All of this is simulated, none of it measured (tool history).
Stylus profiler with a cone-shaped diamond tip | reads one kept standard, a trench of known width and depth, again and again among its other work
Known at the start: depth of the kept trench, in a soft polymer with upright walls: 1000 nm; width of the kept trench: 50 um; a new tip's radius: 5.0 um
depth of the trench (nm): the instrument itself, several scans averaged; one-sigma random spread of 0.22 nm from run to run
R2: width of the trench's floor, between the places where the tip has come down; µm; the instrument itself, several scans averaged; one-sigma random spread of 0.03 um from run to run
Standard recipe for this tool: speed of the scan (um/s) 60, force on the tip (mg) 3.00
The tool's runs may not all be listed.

run 1 hour=0.0 | speed_of_the_scan_(um/s)=60 force_on_the_tip_(mg)=3.00 | depth_of_the_trench_(nm)=1009.67 R2=43.01
run 2 hour=59.3 | speed_of_the_scan_(um/s)=60 force_on_the_tip_(mg)=3.00 | depth_of_the_trench_(nm)=1009.69 R2=43.06
run 3 hour=145.3 | speed_of_the_scan_(um/s)=60 force_on_the_tip_(mg)=3.00 | depth_of_the_trench_(nm)=1009.76 R2=43.00
run 4 hour=204.0 | speed_of_the_scan_(um/s)=60 force_on_the_tip_(mg)=3.00 | depth_of_the_trench_(nm)=1009.81 R2=42.98
run 5 hour=277.2 | speed_of_the_scan_(um/s)=47 force_on_the_tip_(mg)=3.00 | depth_of_the_trench_(nm)=1009.70 R2=43.04
run 6 hour=335.0 | speed_of_the_scan_(um/s)=47 force_on_the_tip_(mg)=3.00 | depth_of_the_trench_(nm)=1009.81 R2=43.01
-- hour=357.1 height scale calibrated on a step standard
run 7 hour=416.8 | speed_of_the_scan_(um/s)=47 force_on_the_tip_(mg)=3.00 | depth_of_the_trench_(nm)=1011.83 R2=42.99
run 8 hour=505.9 | speed_of_the_scan_(um/s)=47 force_on_the_tip_(mg)=3.00 | depth_of_the_trench_(nm)=1011.72 R2=42.97
run 9 hour=555.7 | speed_of_the_scan_(um/s)=231 force_on_the_tip_(mg)=1.34 | depth_of_the_trench_(nm)=1008.85 R2=42.29
-- hour=589.3 height scale calibrated on a step standard, once more
run 10 hour=608.2 | speed_of_the_scan_(um/s)=231 force_on_the_tip_(mg)=1.34 | depth_of_the_trench_(nm)=1003.73 R2=42.24
run 11 hour=688.4 | speed_of_the_scan_(um/s)=231 force_on_the_tip_(mg)=1.34 | depth_of_the_trench_(nm)=1004.05 R2=42.25
run 12 hour=750.9 | speed_of_the_scan_(um/s)=131 force_on_the_tip_(mg)=3.00 | depth_of_the_trench_(nm)=1006.27 R2=42.70
run 13 hour=829.3 | speed_of_the_scan_(um/s)=49 force_on_the_tip_(mg)=3.00 | depth_of_the_trench_(nm)=1006.17 R2=42.85
run 14 hour=891.9 | speed_of_the_scan_(um/s)=240 force_on_the_tip_(mg)=1.29 | depth_of_the_trench_(nm)=1003.57 R2=42.12
run 15 hour=937.7 | speed_of_the_scan_(um/s)=54 force_on_the_tip_(mg)=3.92 | depth_of_the_trench_(nm)=1007.59 R2=42.88

Branching from run 15: 4 alternative next runs. What would each branch give?
run A hour=995.0 | speed_of_the_scan_(um/s)=41 force_on_the_tip_(mg)=6.56 | depth_of_the_trench_(nm)=? R2=?
run B hour=995.0 | speed_of_the_scan_(um/s)=209 force_on_the_tip_(mg)=6.59 | depth_of_the_trench_(nm)=? R2=?
run C hour=995.0 | speed_of_the_scan_(um/s)=16 force_on_the_tip_(mg)=3.00 | depth_of_the_trench_(nm)=? R2=?
run D hour=995.0 | speed_of_the_scan_(um/s)=30 force_on_the_tip_(mg)=2.12 | depth_of_the_trench_(nm)=? R2=?

run=A depth_of_the_trench_(nm)=1011.10 R2=42.89
run=B depth_of_the_trench_(nm)=1011.08 R2=42.63
run=C depth_of_the_trench_(nm)=1006.21 R2=42.93
run=D depth_of_the_trench_(nm)=1005.17 R2=42.82
Take away the tool's hidden state, keep each run's random variation, and the runs would have read:
run=A depth_of_the_trench_(nm)=1011.02 R2=43.94
run=B depth_of_the_trench_(nm)=1011.00 R2=43.68
run=C depth_of_the_trench_(nm)=1006.13 R2=43.98
run=D depth_of_the_trench_(nm)=1005.09 R2=43.87
